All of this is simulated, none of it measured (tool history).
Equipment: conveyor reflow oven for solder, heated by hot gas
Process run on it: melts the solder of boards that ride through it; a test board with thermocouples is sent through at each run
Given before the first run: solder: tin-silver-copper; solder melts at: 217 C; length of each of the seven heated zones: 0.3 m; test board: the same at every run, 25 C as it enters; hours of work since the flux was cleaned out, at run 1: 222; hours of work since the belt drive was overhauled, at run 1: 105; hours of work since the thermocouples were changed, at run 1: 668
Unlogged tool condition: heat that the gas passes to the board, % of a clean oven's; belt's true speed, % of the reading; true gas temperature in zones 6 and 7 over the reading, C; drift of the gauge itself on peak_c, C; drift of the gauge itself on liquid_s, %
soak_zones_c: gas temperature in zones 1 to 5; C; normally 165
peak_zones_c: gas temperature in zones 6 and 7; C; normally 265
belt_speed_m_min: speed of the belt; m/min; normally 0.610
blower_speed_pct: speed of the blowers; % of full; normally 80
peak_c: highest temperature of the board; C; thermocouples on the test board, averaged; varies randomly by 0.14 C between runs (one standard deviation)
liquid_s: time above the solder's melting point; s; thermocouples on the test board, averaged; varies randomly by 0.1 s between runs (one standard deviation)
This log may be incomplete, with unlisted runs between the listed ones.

run,hour,soak_zones_c,peak_zones_c,belt_speed_m_min,blower_speed_pct,hours of work since the flux was cleaned out,hours of work since the belt drive was overhauled,hours of work since the thermocouples were changed,peak_c,liquid_s
1,0.0,165,265,0.610,80,222,105,668,252.6,42.6
2,14.0,165,265,0.610,80,228,111,674,252.5,42.5
3,27.4,165,265,0.610,80,234,116,680,252.7,42.5
4,36.0,165,265,0.610,80,237,120,683,252.6,42.7
5,52.8,165,265,0.610,80,244,127,690,252.3,42.5
6,62.1,165,265,0.610,80,248,131,694,252.4,42.7
7,71.4,165,265,0.661,80,252,134,698,249.8,37.3
8,83.5,165,265,0.610,80,257,139,703,252.6,42.4
9,96.9,165,265,0.610,80,262,145,708,252.3,42.5
10,109.0,165,265,0.610,80,267,150,713,252.5,42.5
11,130.1,170,258,0.632,60,276,159,722,240.9,33.4
12,146.4,160,277,0.729,67,283,165,729,251.0,32.2
13,156.9,165,262,0.631,68,287,170,733,245.6,36.2
14,173.1,165,262,0.631,68,294,176,740,245.6,36.3
15,189.9,165,275,0.654,81,301,183,747,259.2,42.6
16,201.4,165,274,0.582,80,306,188,752,262.0,49.4
17,217.1,165,274,0.582,80,312,195,758,261.9,49.5
18,232.8,165,274,0.582,80,319,201,765,262.0,49.7
19,246.3,152,274,0.582,67,324,207,770,256.6,43.2
20,256.0,153,277,0.582,67,328,211,774,259.4,44.9

Here are 4 independent what-if runs from the current tool condition. What would each one return?
A,271.6,153,269,0.582,67,335,217,781,?,?
B,271.6,153,277,0.538,67,335,217,781,?,?
C,271.6,153,253,0.617,67,335,217,781,?,?
D,271.6,152,279,0.652,80,335,217,781,?,?

run,peak_c,liquid_s
A,252.1,41.0
B,262.5,50.8
C,236.2,27.0
D,260.3,40.3
The same runs, with their run-to-run variation unchanged, on a tool lacking any hidden condition would have given:
run,peak_c,liquid_s
A,251.4,40.8
B,261.7,50.5
C,235.5,26.8
D,260.1,40.3

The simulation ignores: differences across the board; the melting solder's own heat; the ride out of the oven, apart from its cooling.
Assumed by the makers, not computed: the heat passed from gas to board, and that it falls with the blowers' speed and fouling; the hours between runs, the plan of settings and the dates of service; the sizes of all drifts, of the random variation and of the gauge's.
